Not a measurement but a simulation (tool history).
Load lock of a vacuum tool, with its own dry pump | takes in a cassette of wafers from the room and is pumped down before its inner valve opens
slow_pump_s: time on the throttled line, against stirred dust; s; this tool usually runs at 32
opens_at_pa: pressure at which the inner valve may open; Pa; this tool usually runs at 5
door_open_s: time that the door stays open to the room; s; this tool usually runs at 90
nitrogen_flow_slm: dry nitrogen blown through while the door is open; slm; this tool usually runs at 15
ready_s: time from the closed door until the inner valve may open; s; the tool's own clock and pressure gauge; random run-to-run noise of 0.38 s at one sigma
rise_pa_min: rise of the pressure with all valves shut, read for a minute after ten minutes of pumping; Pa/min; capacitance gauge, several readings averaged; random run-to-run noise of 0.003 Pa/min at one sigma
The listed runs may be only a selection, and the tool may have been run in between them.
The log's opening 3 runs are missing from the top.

run	day	slow_pump_s	opens_at_pa	door_open_s	nitrogen_flow_slm	incoming humidity of the room's air, %	ready_s	rise_pa_min
4	60.833	32	6	90	15	37.7	50.4	0.036
5	70.612	32	6	90	15	45.4	50	0.047
6	88.446	32	4	90	15	45	51.1	0.046
7	105.054	32	5	90	15	46.5	50.6	0.048
8	119.479	32	5	90	11	45.2	50.8	0.044
# day 131.446: dry pump taken out, an overhauled one fitted
# day 137.442: door's seal changed, seat wiped
9	137.971	32	5	90	11	43.2	50.6	0.043
10	156.021	32	5	90	11	48.3	50.4	0.055
11	165.879	32	5	90	11	44	50.7	0.044
12	177.971	32	5	90	11	48.3	50.1	0.053
13	190.029	32	5	90	11	42.8	49.9	0.044
14	211.104	32	5	90	15	42.7	49.9	0.042
15	221.833	32	5	90	15	41.5	50.4	0.036
16	233.462	39	5	90	15	44.4	56.2	0.05
17	255.408	32	5	67	15	44.8	50.5	0.041
18	265.55	32	7	90	15	49.3	49.5	0.05
19	276.688	32	5	90	37	48	50	0.032

Predict the results of run 20:
20	293.917	42	9	61	15	42.6	?	?

ready_s: 57.8 s
rise_pa_min: 0.036 Pa/min
Take away the tool's hidden state, keep the run-to-run variation as it was, and the same run would have given ready_s 57.8 s, rise_pa_min 0.035 Pa/min.
